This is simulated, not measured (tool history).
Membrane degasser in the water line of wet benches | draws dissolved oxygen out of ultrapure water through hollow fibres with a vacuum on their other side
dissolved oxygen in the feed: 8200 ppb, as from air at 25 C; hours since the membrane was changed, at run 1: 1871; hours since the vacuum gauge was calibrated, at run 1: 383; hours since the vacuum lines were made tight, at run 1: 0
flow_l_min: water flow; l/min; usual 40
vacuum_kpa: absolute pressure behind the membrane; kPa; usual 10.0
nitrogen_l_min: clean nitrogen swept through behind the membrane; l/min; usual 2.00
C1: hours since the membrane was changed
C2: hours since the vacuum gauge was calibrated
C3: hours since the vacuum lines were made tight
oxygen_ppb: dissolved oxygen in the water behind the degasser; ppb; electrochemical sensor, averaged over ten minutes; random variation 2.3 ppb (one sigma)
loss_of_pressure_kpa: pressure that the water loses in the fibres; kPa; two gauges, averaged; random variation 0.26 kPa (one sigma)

Run 1, day 0.000: usual settings; C1 1871; C2 383; C3 0. Result: oxygen_ppb 355.3 ppb, loss_of_pressure_kpa 68.32 kPa.
Run 2, day 11.967: usual settings but nitrogen_l_min 1.27 l/min; C1 2158; C2 671; C3 287. Result: oxygen_ppb 485.7 ppb, loss_of_pressure_kpa 68.98 kPa.
Run 3, day 23.042: usual settings but nitrogen_l_min 2.38 l/min; C1 2424; C2 936; C3 553. Result: oxygen_ppb 317.2 ppb, loss_of_pressure_kpa 68.43 kPa.
Run 4, day 32.821: usual settings but vacuum_kpa 6.1 kPa, nitrogen_l_min 2.38 l/min; C1 2659; C2 1171; C3 788. Result: oxygen_ppb 175.7 ppb, loss_of_pressure_kpa 68.87 kPa.
Run 5, day 40.867: usual settings but nitrogen_l_min 1.26 l/min; C1 2852; C2 1364; C3 981. Result: oxygen_ppb 489.6 ppb, loss_of_pressure_kpa 69.00 kPa.
Run 6, day 53.954: usual settings but nitrogen_l_min 1.26 l/min; C1 3166; C2 1678; C3 1295. Result: oxygen_ppb 491.0 ppb, loss_of_pressure_kpa 69.33 kPa.
Run 7, day 62.654: usual settings but nitrogen_l_min 1.26 l/min; C1 3375; C2 1887; C3 1504. Result: oxygen_ppb 491.8 ppb, loss_of_pressure_kpa 69.01 kPa.
Run 8, day 75.071: usual settings; C1 3673; C2 2185; C3 1802. Result: oxygen_ppb 352.5 ppb, loss_of_pressure_kpa 68.71 kPa.
Run 9, day 87.762: usual settings but flow_l_min 41 l/min; C1 3977; C2 2490; C3 2106. Result: oxygen_ppb 368.9 ppb, loss_of_pressure_kpa 71.16 kPa.
Run 10, day 95.567: usual settings but flow_l_min 37 l/min; C1 4165; C2 2677; C3 2294. Result: oxygen_ppb 328.0 ppb, loss_of_pressure_kpa 64.12 kPa.
Run 11, day 103.212: usual settings but flow_l_min 37 l/min; C1 4348; C2 2860; C3 2477. Result: oxygen_ppb 327.9 ppb, loss_of_pressure_kpa 64.44 kPa.
Run 12, day 109.583: usual settings but flow_l_min 37 l/min; C1 4501; C2 3013; C3 2630. Result: oxygen_ppb 326.2 ppb, loss_of_pressure_kpa 64.06 kPa.
At day 121.258: vacuum gauge calibrated.
Run 13, day 121.258: usual settings but flow_l_min 37 l/min; C1 4781; C2 0; C3 2910. Result: oxygen_ppb 328.1 ppb, loss_of_pressure_kpa 64.31 kPa.
Run 14, day 128.938: usual settings but flow_l_min 37 l/min; C1 4965; C2 184; C3 3094. Result: oxygen_ppb 330.7 ppb, loss_of_pressure_kpa 64.45 kPa.
Run 15, day 136.308: usual settings; C1 5142; C2 361; C3 3271. Result: oxygen_ppb 357.0 ppb, loss_of_pressure_kpa 69.13 kPa.
Run 16, day 144.212: usual settings but flow_l_min 27 l/min; C1 5332; C2 551; C3 3461. Result: oxygen_ppb 234.2 ppb, loss_of_pressure_kpa 46.76 kPa.
Run 17, day 154.796: usual settings but vacuum_kpa 14.0 kPa, nitrogen_l_min 1.89 l/min; C1 5586; C2 805; C3 3715. Result: oxygen_ppb 541.3 ppb, loss_of_pressure_kpa 69.79 kPa.
Run 18, day 165.488: usual settings but flow_l_min 41 l/min; C1 5842; C2 1062; C3 3971. Result: oxygen_ppb 367.7 ppb, loss_of_pressure_kpa 71.01 kPa.
Run 19, day 179.717: usual settings but flow_l_min 41 l/min, vacuum_kpa 9.2 kPa; C1 6184; C2 1403; C3 4313. Result: oxygen_ppb 331.7 ppb, loss_of_pressure_kpa 71.74 kPa.
Run 20, day 194.296: usual settings but flow_l_min 41 l/min, vacuum_kpa 9.2 kPa; C1 6534; C2 1753; C3 4663. Result: oxygen_ppb 331.7 ppb, loss_of_pressure_kpa 71.60 kPa.
Run 21, day 207.675: usual settings but flow_l_min 41 l/min, vacuum_kpa 9.2 kPa; C1 6855; C2 2074; C3 4984. Result: oxygen_ppb 333.5 ppb, loss_of_pressure_kpa 71.65 kPa.
Run 22, day 215.462: usual settings but flow_l_min 41 l/min, vacuum_kpa 9.2 kPa; C1 7042; C2 2261; C3 5171. Result: oxygen_ppb 330.6 ppb, loss_of_pressure_kpa 71.68 kPa.
Run 23, day 229.233: usual settings but flow_l_min 59 l/min, vacuum_kpa 12.8 kPa, nitrogen_l_min 1.84 l/min; C1 7372; C2 2591; C3 5501. Result: oxygen_ppb 734.2 ppb, loss_of_pressure_kpa 102.98 kPa.
Run 24, day 243.771: usual settings but flow_l_min 27 l/min, vacuum_kpa 12.8 kPa, nitrogen_l_min 1.84 l/min; C1 7721; C2 2940; C3 5850. Result: oxygen_ppb 338.9 ppb, loss_of_pressure_kpa 47.32 kPa.
Run 25, day 253.646: usual settings but flow_l_min 27 l/min, vacuum_kpa 12.8 kPa, nitrogen_l_min 1.84 l/min; C1 7958; C2 3177; C3 6087. Result: oxygen_ppb 340.6 ppb, loss_of_pressure_kpa 47.02 kPa.
At day 258.642: vacuum gauge calibrated.
Run 26, day 266.692: usual settings but flow_l_min 27 l/min, vacuum_kpa 12.8 kPa, nitrogen_l_min 1.84 l/min; C1 8271; C2 193; C3 6400. Result: oxygen_ppb 338.1 ppb, loss_of_pressure_kpa 47.27 kPa.
Run 27, day 280.888: usual settings but flow_l_min 29 l/min, vacuum_kpa 21.8 kPa; C1 8611; C2 534; C3 6740. Result: oxygen_ppb 612.0 ppb, loss_of_pressure_kpa 51.15 kPa.
Run 28, day 290.417: usual settings but flow_l_min 29 l/min, vacuum_kpa 21.8 kPa; C1 8840; C2 763; C3 6969. Result: oxygen_ppb 605.5 ppb, loss_of_pressure_kpa 50.61 kPa.
Run 29, day 303.575: usual settings but flow_l_min 30 l/min, vacuum_kpa 6.8 kPa, nitrogen_l_min 3.43 l/min; C1 9156; C2 1078; C3 7285. Result: oxygen_ppb 109.0 ppb, loss_of_pressure_kpa 52.37 kPa.
Run 30, day 313.271: usual settings but flow_l_min 58 l/min; C1 9389; C2 1311; C3 7518. Result: oxygen_ppb 523.9 ppb, loss_of_pressure_kpa 101.20 kPa.
Run 31, day 322.821: usual settings but flow_l_min 58 l/min; C1 9618; C2 1540; C3 7747. Result: oxygen_ppb 529.1 ppb, loss_of_pressure_kpa 102.03 kPa.
Run 32, day 335.917: usual settings but flow_l_min 50 l/min, vacuum_kpa 7.2 kPa, nitrogen_l_min 3.18 l/min; C1 9932; C2 1855; C3 8061. Result: oxygen_ppb 243.3 ppb, loss_of_pressure_kpa 88.10 kPa.

Forecast each of these 3 alternatives for the next run:
At day 339.067: gauge calibrated.
Run A, day 349.992: usual settings but flow_l_min 30 l/min, vacuum_kpa 6.9 kPa, nitrogen_l_min 0.92 l/min; C1 10270; C2 2192; C3 8399. Result: oxygen_ppb ?, loss_of_pressure_kpa ?.
At day 339.067: gauge calibrated.
Run B, day 349.992: usual settings but flow_l_min 32 l/min, vacuum_kpa 7.1 kPa, nitrogen_l_min 1.17 l/min; C1 10270; C2 2192; C3 8399. Result: oxygen_ppb ?, loss_of_pressure_kpa ?.
At day 339.067: gauge calibrated.
Run C, day 349.992: usual settings but flow_l_min 25 l/min, vacuum_kpa 7.2 kPa, nitrogen_l_min 1.00 l/min; C1 10270; C2 2192; C3 8399. Result: oxygen_ppb ?, loss_of_pressure_kpa ?.

run  oxygen_ppb  loss_of_pressure_kpa
  A       278.3                 51.66
  B       260.0                 55.36
  C       234.5                 43.10
Without the tool's hidden state the same runs would have given:
run  oxygen_ppb  loss_of_pressure_kpa
  A       278.1                 51.58
  B       259.7                 55.28
  C       234.3                 43.03
